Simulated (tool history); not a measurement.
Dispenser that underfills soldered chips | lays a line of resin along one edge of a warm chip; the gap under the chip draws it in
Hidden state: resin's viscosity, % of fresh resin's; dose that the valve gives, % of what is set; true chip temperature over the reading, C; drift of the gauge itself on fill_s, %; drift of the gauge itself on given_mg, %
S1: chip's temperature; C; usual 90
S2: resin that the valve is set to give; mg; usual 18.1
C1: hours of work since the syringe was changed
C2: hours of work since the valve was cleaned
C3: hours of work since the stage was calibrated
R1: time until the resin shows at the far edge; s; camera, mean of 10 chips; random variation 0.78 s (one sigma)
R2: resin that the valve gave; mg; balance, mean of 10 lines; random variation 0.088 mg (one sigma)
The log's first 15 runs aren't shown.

{"hour": 59.6, "done": "new syringe of resin"}
{"run": 16, "hour": 63.6, "S1": 90, "S2": 18.1, "C1": 3, "C2": 26, "C3": 101, "R1": 80.2, "R2": 17.54}
{"run": 17, "hour": 66.1, "S1": 90, "S2": 18.1, "C1": 5, "C2": 27, "C3": 103, "R1": 87.6, "R2": 17.68}
{"hour": 67.8, "done": "new syringe of resin"}
{"run": 18, "hour": 69.7, "S1": 90, "S2": 18.1, "C1": 1, "C2": 30, "C3": 105, "R1": 73.0, "R2": 17.51}
{"run": 19, "hour": 75.3, "S1": 86, "S2": 22.0, "C1": 5, "C2": 33, "C3": 109, "R1": 100.9, "R2": 21.35}
{"hour": 76.0, "done": "new syringe of resin"}
{"run": 20, "hour": 79.3, "S1": 95, "S2": 22.8, "C1": 2, "C2": 36, "C3": 112, "R1": 63.8, "R2": 21.88}
{"run": 21, "hour": 82.9, "S1": 101, "S2": 20.5, "C1": 5, "C2": 38, "C3": 114, "R1": 57.7, "R2": 19.7}
{"hour": 84.2, "done": "new syringe of resin"}
{"run": 22, "hour": 86.9, "S1": 77, "S2": 18.7, "C1": 2, "C2": 41, "C3": 117, "R1": 128.9, "R2": 18.16}
{"run": 23, "hour": 90.9, "S1": 77, "S2": 18.7, "C1": 5, "C2": 44, "C3": 119, "R1": 146.4, "R2": 17.86}
{"hour": 92.4, "done": "new syringe of resin"}
{"run": 24, "hour": 96.4, "S1": 77, "S2": 18.7, "C1": 3, "C2": 47, "C3": 123, "R1": 134.8, "R2": 17.86}
{"run": 25, "hour": 99.9, "S1": 77, "S2": 18.7, "C1": 5, "C2": 50, "C3": 125, "R1": 152.0, "R2": 17.83}
{"hour": 100.6, "done": "new syringe of resin"}
{"run": 26, "hour": 102.8, "S1": 77, "S2": 18.7, "C1": 1, "C2": 52, "C3": 127, "R1": 124.5, "R2": 17.79}
{"hour": 108.7, "done": "new syringe of resin"}
{"run": 27, "hour": 108.7, "S1": 87, "S2": 16.2, "C1": 0, "C2": 55, "C3": 131, "R1": 83.6, "R2": 15.35}
{"run": 28, "hour": 111.4, "S1": 102, "S2": 22.3, "C1": 2, "C2": 57, "C3": 133, "R1": 48.3, "R2": 20.8}
{"run": 29, "hour": 115.3, "S1": 90, "S2": 18.8, "C1": 5, "C2": 60, "C3": 136, "R1": 86.5, "R2": 17.75}
{"hour": 117.2, "done": "new syringe of resin"}
{"run": 30, "hour": 119.3, "S1": 90, "S2": 18.8, "C1": 1, "C2": 62, "C3": 138, "R1": 76.3, "R2": 17.72}
{"run": 31, "hour": 121.8, "S1": 98, "S2": 20.9, "C1": 3, "C2": 64, "C3": 140, "R1": 58.6, "R2": 19.57}
{"hour": 125.7, "done": "new syringe of resin"}
{"run": 32, "hour": 127.8, "S1": 96, "S2": 20.6, "C1": 1, "C2": 68, "C3": 144, "R1": 57.9, "R2": 19.32}
{"run": 33, "hour": 133.0, "S1": 86, "S2": 21.9, "C1": 5, "C2": 72, "C3": 147, "R1": 100.3, "R2": 20.29}
{"hour": 133.8, "done": "new syringe of resin"}
{"run": 34, "hour": 138.6, "S1": 92, "S2": 20.1, "C1": 3, "C2": 75, "C3": 151, "R1": 75.4, "R2": 18.62}
{"hour": 142.1, "done": "new syringe of resin"}
{"run": 35, "hour": 142.5, "S1": 92, "S2": 20.1, "C1": 0, "C2": 78, "C3": 153, "R1": 64.1, "R2": 18.64}

5 ways to go on from here, each from the tool as it stands after run 35. What would each give?
{"run": "A", "hour": 145.2, "S1": 98, "S2": 17.0, "C1": 2, "C2": 80, "C3": 155, "R1": "?", "R2": "?"}
{"run": "B", "hour": 145.2, "S1": 101, "S2": 20.3, "C1": 2, "C2": 80, "C3": 155, "R1": "?", "R2": "?"}
{"run": "C", "hour": 145.2, "S1": 88, "S2": 17.1, "C1": 2, "C2": 80, "C3": 155, "R1": "?", "R2": "?"}
{"run": "D", "hour": 145.2, "S1": 102, "S2": 21.2, "C1": 2, "C2": 80, "C3": 155, "R1": "?", "R2": "?"}
{"run": "E", "hour": 145.2, "S1": 98, "S2": 20.1, "C1": 2, "C2": 80, "C3": 155, "R1": "?", "R2": "?"}

run=A R1=58.9 R2=15.76
run=B R1=50.2 R2=18.78
run=C R1=84.3 R2=15.64
run=D R1=49.5 R2=19.30
run=E R1=55.7 R2=18.67
Without the tool's hidden state the same runs would have given:
run=A R1=54.3 R2=17.06
run=B R1=46.8 R2=20.34
run=C R1=77.8 R2=16.94
run=D R1=46.1 R2=20.90
run=E R1=51.8 R2=20.22
